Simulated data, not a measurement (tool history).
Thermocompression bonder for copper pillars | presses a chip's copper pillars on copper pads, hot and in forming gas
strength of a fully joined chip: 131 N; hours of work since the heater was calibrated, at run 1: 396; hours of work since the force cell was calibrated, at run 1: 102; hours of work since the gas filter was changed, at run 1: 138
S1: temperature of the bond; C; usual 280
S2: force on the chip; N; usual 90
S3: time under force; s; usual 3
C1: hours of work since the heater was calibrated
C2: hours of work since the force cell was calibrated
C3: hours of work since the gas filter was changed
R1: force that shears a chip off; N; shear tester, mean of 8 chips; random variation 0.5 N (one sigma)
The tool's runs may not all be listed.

run   hour   S1   S2  S3   C1   C2   C3     R1
  1      0  280   90   3  396  102  138   85.5
  2    8.7  280   90   3  400  106  142   86.5
  3   20.1  280   90   5  406  111  147   97.8
  4   31.2  280   90   3  411  116  152     86
  5   45.1  280  100   3  417  122  159   91.8
  6   56.7  280  100   3  422  128  164   91.5
  7   66.6  280   90   3  427  132  169     86
  8   80.6  280   90   3  433  138  175   85.5
  9   89.7  280   90   3  437  143  179   85.7
 10   97.7  280   90   4  441  146  183   93.1
 11  107.2  280   90   4  445  151  187   92.4
     110.5  -- forming gas filter changed
 12  114.9  280   90   4  449  154    2   95.8
     117.7  -- heater calibrated with a thermocouple chip
 13  126.7  280   90   4    4  158    7   95.2
 14  140.1  280   90   4   10  165   13   95.9
 15  146.1  280   90   4   13  167   15   95.5
 16  156.2  280   90   4   18  172   20   95.8
 17  166.3  280   90   2   22  177   25   78.6
 18  172.4  299   62   2   25  179   27     67
     177.4  -- heater calibrated with a thermocouple chip, once more
 19  181.7  299   62   2    2  183   31   68.6
 20  191.1  299   62   2    6  187   35   69.8
 21  205.7  280   86   2   13  194   42   77.7
 22  211.9  278  129   3   16  197   45  110.4
 23    222  282  116   2   20  201   49     98
 24    236  251   78   2   27  208   56   52.1
 25  245.9  250   97   2   31  212   60   64.2
 26  253.4  250   97   2   35  216   64   64.1
 27  260.5  250  126   3   38  219   67   90.2
 28    272  250   59   4   43  224   72   50.1
 29  286.5  280   60   2   50  231   79   54.9
 30  292.5  301   59   2   53  233   82     67
 31  301.8  280   86   8   57  238   86  107.9
 32  312.6  264   86   2   62  243   91   65.9

The same runs without the tool's hidden state, with the same run-to-run variation:
The hidden state here: true temperature of the bond over the reading, C; force that reaches the chip, % of what is set; oxide that the forming gas leaves, % of the face; drift of the gauge itself on shear_n, %.
run     R1
  1   88.2
  2   89.4
  3  101.2
  4   89.1
  5   95.2
  6     95
  7   89.4
  8     89
  9   89.3
 10   97.1
 11   96.5
 12   95.5
 13   95.3
 14   96.1
 15   95.8
 16   96.1
 17     79
 18   67.3
 19   67.2
 20   68.5
 21   76.5
 22  109.9
 23   97.2
 24     51
 25   63.1
 26   63.1
 27   89.5
 28   49.2
 29   54.2
 30   66.3
 31  108.4
 32   65.3

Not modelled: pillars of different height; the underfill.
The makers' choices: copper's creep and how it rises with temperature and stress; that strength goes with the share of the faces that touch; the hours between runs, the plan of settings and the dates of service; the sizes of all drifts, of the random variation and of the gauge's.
